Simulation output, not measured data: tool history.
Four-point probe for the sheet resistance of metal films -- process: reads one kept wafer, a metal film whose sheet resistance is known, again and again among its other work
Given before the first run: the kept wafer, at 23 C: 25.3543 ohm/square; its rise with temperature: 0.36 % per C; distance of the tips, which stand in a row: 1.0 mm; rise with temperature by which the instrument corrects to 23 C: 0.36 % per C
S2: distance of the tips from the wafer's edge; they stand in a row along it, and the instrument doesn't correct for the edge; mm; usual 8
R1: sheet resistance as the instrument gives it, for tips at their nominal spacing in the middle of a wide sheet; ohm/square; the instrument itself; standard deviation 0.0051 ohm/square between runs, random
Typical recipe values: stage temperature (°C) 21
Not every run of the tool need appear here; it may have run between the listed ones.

run 1 day=0 | stage_temperature_(°C)=21 S2=8 | R1=25.519216
run 2 day=1.204 | stage_temperature_(°C)=21 S2=8 | R1=25.525018
run 3 day=2.442 | stage_temperature_(°C)=20 S2=8 | R1=25.511465
run 4 day=3.679 | stage_temperature_(°C)=21 S2=10 | R1=25.438529
run 5 day=5.521 | stage_temperature_(°C)=21 S2=10 | R1=25.429349
run 6 day=6.608 | stage_temperature_(°C)=21 S2=28 | R1=25.313362
run 7 day=8.567 | stage_temperature_(°C)=21 S2=28 | R1=25.320742
run 8 day=9.979 | stage_temperature_(°C)=21 S2=28 | R1=25.305697
run 9 day=11.571 | stage_temperature_(°C)=21 S2=28 | R1=25.299891
run 10 day=12.762 | stage_temperature_(°C)=21 S2=3 | R1=26.707563
run 11 day=14.667 | stage_temperature_(°C)=21 S2=20 | R1=25.321169
run 12 day=16.404 | stage_temperature_(°C)=21 S2=20 | R1=25.317941
run 13 day=18.042 | stage_temperature_(°C)=21 S2=10 | R1=25.410601
run 14 day=19.158 | stage_temperature_(°C)=27 S2=8 | R1=25.479569
run 15 day=20.8 | stage_temperature_(°C)=27 S2=8 | R1=25.48678
run 16 day=22.271 | stage_temperature_(°C)=35 S2=11 | R1=25.392245

What does the tool deliver on the next run?
run 17 day=23.083 | stage_temperature_(°C)=35 S2=11 | R1=?

Logged for run 17: R1 25.384096 ohm/square.
With the hidden condition absent and the run-to-run variation left alone, this run would have shown R1 25.468648 ohm/square.
